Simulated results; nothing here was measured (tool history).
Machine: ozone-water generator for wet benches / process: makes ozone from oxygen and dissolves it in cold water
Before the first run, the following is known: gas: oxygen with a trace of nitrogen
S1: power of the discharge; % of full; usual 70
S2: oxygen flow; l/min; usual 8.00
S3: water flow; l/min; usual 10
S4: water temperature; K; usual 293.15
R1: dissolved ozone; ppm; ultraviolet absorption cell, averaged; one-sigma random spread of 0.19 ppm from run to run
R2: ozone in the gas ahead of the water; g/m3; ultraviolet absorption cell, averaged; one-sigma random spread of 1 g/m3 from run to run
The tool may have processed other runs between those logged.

run,day,S1,S2,S3,S4,R1,R2
1,0.000,70,8.00,10,293.15,26.2,180.0
2,1.679,70,8.00,10,293.15,26.3,179.9
3,4.112,70,8.00,10,293.15,26.6,180.9
4,7.521,70,8.00,10,293.15,26.2,179.1
5,10.092,70,8.00,10,293.15,26.2,179.2
6,12.871,70,8.00,10,293.15,26.1,178.9
7,16.100,70,8.00,10,293.15,25.9,178.6
8,17.817,70,8.63,10,293.15,26.0,172.8
9,19.967,70,8.63,10,293.15,25.9,169.9
10,22.508,70,8.63,10,293.15,26.0,171.1
11,24.058,70,8.63,10,293.15,25.9,170.2
12,25.729,70,8.63,10,293.15,25.7,170.7
13,27.196,70,8.00,13,293.15,21.5,175.9
14,30.217,70,8.00,13,293.15,21.5,176.1
15,32.121,70,8.00,13,293.15,21.4,177.1
16,33.650,70,8.00,13,293.15,21.6,175.6
17,36.700,55,8.00,10,293.15,21.4,142.9
18,38.788,55,8.00,10,293.15,21.6,142.7
# day 40.750: gauge calibrated
19,41.083,46,7.48,10,293.15,18.6,130.9
20,43.242,41,8.00,13,293.15,13.6,114.2
21,45.392,54,8.00,10,293.15,20.9,144.0
22,48.804,54,8.00,10,293.15,21.1,144.3
23,50.542,81,8.00,10,295.15,28.4,202.7
24,53.092,81,8.00,10,295.15,28.5,201.5
25,56.479,81,8.00,10,295.15,28.3,198.5
26,59.667,81,8.00,10,293.15,29.6,200.8
27,62.979,81,8.00,10,293.15,29.8,200.8
28,64.479,86,4.88,12,298.15,26.1,263.1
# day 67.883: water thermometer calibrated
29,67.883,62,4.88,12,297.15,20.1,199.9
30,71.092,62,4.88,12,297.15,19.8,198.4
31,72.750,62,4.88,12,294.15,21.4,198.1
32,74.521,62,4.88,12,294.15,21.4,197.8
33,76.729,70,4.56,10,293.15,28.1,227.7

Forecast each of these 3 alternatives for the next run:
A,79.508,75,4.56,10,293.15,?,?
B,79.508,50,4.56,10,293.15,?,?
C,79.508,48,8.00,10,293.15,?,?

run,R1,R2
A,29.6,239.1
B,21.7,170.5
C,19.3,128.2
What these runs would have given with no unlogged condition in the tool:
run,R1,R2
A,29.6,246.3
B,21.7,175.5
C,19.3,131.9
